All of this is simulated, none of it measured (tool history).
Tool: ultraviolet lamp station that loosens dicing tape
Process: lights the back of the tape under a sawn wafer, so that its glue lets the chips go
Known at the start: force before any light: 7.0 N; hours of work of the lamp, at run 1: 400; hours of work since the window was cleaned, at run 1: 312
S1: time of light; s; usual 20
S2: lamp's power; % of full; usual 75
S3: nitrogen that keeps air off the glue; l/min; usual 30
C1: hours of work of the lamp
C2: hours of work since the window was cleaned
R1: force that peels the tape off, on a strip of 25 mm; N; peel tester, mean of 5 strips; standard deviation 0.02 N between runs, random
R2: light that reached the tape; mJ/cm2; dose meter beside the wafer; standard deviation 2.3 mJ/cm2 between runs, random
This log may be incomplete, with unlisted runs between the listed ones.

{"run": 1, "hour": 0.0, "S1": 20, "S2": 75, "S3": 30, "C1": 400, "C2": 312, "R1": 0.954, "R2": 238}
{"run": 2, "hour": 43.2, "S1": 20, "S2": 75, "S3": 44, "C1": 427, "C2": 339, "R1": 0.852, "R2": 235}
{"run": 3, "hour": 92.8, "S1": 20, "S2": 75, "S3": 53, "C1": 459, "C2": 371, "R1": 0.789, "R2": 234}
{"run": 4, "hour": 165.3, "S1": 20, "S2": 75, "S3": 53, "C1": 504, "C2": 416, "R1": 0.807, "R2": 236}
{"run": 5, "hour": 233.6, "S1": 20, "S2": 75, "S3": 53, "C1": 547, "C2": 459, "R1": 0.793, "R2": 236}
{"hour": 255.3, "done": "window cleaned of glue's vapour"}
{"run": 6, "hour": 315.1, "S1": 20, "S2": 75, "S3": 53, "C1": 598, "C2": 38, "R1": 0.786, "R2": 233}
{"run": 7, "hour": 398.5, "S1": 20, "S2": 75, "S3": 53, "C1": 651, "C2": 90, "R1": 0.803, "R2": 239}
{"run": 8, "hour": 483.6, "S1": 20, "S2": 75, "S3": 53, "C1": 705, "C2": 144, "R1": 0.822, "R2": 240}
{"run": 9, "hour": 562.2, "S1": 20, "S2": 75, "S3": 53, "C1": 754, "C2": 193, "R1": 0.858, "R2": 239}
{"hour": 623.8, "done": "lamp changed"}
{"run": 10, "hour": 644.8, "S1": 20, "S2": 75, "S3": 53, "C1": 13, "C2": 245, "R1": 0.822, "R2": 235}
{"run": 11, "hour": 734.7, "S1": 20, "S2": 86, "S3": 30, "C1": 70, "C2": 302, "R1": 0.755, "R2": 268}
{"run": 12, "hour": 804.2, "S1": 20, "S2": 86, "S3": 30, "C1": 114, "C2": 345, "R1": 0.743, "R2": 272}
{"run": 13, "hour": 846.9, "S1": 14, "S2": 73, "S3": 26, "C1": 141, "C2": 372, "R1": 1.815, "R2": 163}
{"run": 14, "hour": 900.6, "S1": 20, "S2": 77, "S3": 58, "C1": 174, "C2": 406, "R1": 0.742, "R2": 244}
{"run": 15, "hour": 938.4, "S1": 13, "S2": 81, "S3": 10, "C1": 198, "C2": 430, "R1": 2.369, "R2": 166}

Hidden state at the last listed run before each entry between runs and at the first one after, where it differs:
Logged between run 5 and run 6: window cleaned of glue's vapour (hour 255.3)
  light that the window lets through, % of a clean one's: 99.9 -> 100
Logged between run 9 and run 10: lamp changed (hour 623.8)
  lamp's light, % of a new lamp's: 99.6 -> 100
